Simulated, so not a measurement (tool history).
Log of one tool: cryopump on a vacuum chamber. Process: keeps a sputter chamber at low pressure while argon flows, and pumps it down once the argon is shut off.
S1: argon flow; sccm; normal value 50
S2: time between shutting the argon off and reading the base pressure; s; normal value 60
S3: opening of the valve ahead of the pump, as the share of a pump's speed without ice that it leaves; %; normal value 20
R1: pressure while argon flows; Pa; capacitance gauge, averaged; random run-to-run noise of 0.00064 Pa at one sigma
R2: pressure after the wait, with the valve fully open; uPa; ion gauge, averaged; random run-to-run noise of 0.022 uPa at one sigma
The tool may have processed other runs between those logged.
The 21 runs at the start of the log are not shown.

| run | hour | S1 | S2 | S3 | R1 | R2 |
|---|---|---|---|---|---|---|
| 22 | 1213.4 | 50 | 31 | 45 | 0.0818 | 2.01 |
| 23 | 1289.7 | 50 | 31 | 45 | 0.0837 | 2.06 |
| 24 | 1370.1 | 50 | 51 | 24 | 0.1554 | 1.75 |
| 25 | 1407.3 | 32 | 160 | 43 | 0.056 | 1.43 |
| 26 | 1461.7 | 32 | 160 | 43 | 0.0561 | 1.48 |
| 27 | 1507.4 | 32 | 160 | 43 | 0.0565 | 1.44 |
| 28 | 1575.3 | 32 | 160 | 43 | 0.0566 | 1.51 |
|  | 1648.5 | leaking fittings of the chamber tightened, without venting |
| 29 | 1654.1 | 92 | 60 | 37 | 0.1896 | 0.65 |
| 30 | 1725.1 | 83 | 60 | 37 | 0.1723 | 0.65 |
| 31 | 1794.2 | 83 | 29 | 58 | 0.1124 | 1.16 |
| 32 | 1866.8 | 83 | 29 | 58 | 0.113 | 1.19 |
| 33 | 1918.3 | 21 | 267 | 44 | 0.0374 | 0.37 |
| 34 | 1979.7 | 21 | 267 | 44 | 0.0374 | 0.42 |

Below are 3 alternative next runs, each starting from the tool's condition after run 34. Predict each:
| A | 2027.8 | 50 | 60 | 56 | ? | ? |
| B | 2027.8 | 81 | 36 | 25 | ? | ? |
| C | 2027.8 | 45 | 24 | 38 | ? | ? |

| run | R1 | R2 |
|---|---|---|
| A | 0.0709 | 0.8 |
| B | 0.2484 | 1.15 |
| C | 0.0922 | 1.5 |
Take away the tool's hidden state, keep each run's random variation, and the runs would have read:
| run | R1 | R2 |
|---|---|---|
| A | 0.0648 | 0.57 |
| B | 0.2385 | 0.92 |
| C | 0.0867 | 1.28 |

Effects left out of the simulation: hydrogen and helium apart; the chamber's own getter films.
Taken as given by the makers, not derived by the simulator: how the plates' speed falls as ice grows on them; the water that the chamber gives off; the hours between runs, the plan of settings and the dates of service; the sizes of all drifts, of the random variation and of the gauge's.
